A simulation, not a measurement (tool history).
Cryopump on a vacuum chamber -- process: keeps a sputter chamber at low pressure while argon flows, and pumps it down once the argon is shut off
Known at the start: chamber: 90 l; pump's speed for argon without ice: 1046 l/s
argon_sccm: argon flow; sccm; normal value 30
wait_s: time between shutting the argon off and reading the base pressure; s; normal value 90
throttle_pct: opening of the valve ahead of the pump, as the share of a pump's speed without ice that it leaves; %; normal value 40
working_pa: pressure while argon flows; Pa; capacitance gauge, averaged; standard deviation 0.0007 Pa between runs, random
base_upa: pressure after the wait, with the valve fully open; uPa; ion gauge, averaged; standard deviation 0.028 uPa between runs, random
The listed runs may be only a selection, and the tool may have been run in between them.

run   hour  argon_sccm  wait_s  throttle_pct  working_pa  base_upa
  1      0          30      90            40      0.1216       4.9
  2   13.5          30      90            40      0.1223      4.97
  3     25          30      90            16      0.3042         5
  4   35.7          30      90            16       0.304      4.89
  5   45.7          30      90            52      0.0937      4.86
  6   59.8          30      90            52      0.0949      4.93
  7   67.7          30      90            52      0.0953      4.92
      73.5  -- leaking fittings of the chamber tightened, without venting
  8   79.8          30      90            15      0.3269      1.32
  9   90.1          30      90            40      0.1229      1.39
 10  102.5          30      90            40      0.1225       1.4
 11  112.1          30      90            40      0.1227      1.45
 12  125.1          30      90            40      0.1232       1.4
 13  136.2          30      90            40      0.1233      1.38
 14  149.4          19      43            40      0.0777      2.56
 15  163.9          19      43            40      0.0773      2.55
 16  177.6          13      90            30      0.0705      1.38
 17  186.6          15      34            35      0.0702      3.19
 18  195.4          54      26            40      0.2221      3.99
 19  208.5          54      22            40      0.2223      4.66
 20  218.2          17      22            45       0.062      4.79
 21  224.9          12      24            19      0.1042       4.4
 22  233.5          25      31            25      0.1635      3.42
 23  240.6          25      31            25      0.1643      3.45
 24  255.1          23      90            40       0.095      1.44

What does the tool deliver on the next run?
 25  264.5          14      90            40           ?         ?

working_pa: 0.0586 Pa
base_upa: 1.44 uPa
With no hidden state in the tool, this same run would have given working_pa 0.0574 Pa, base_upa 1.32 uPa.
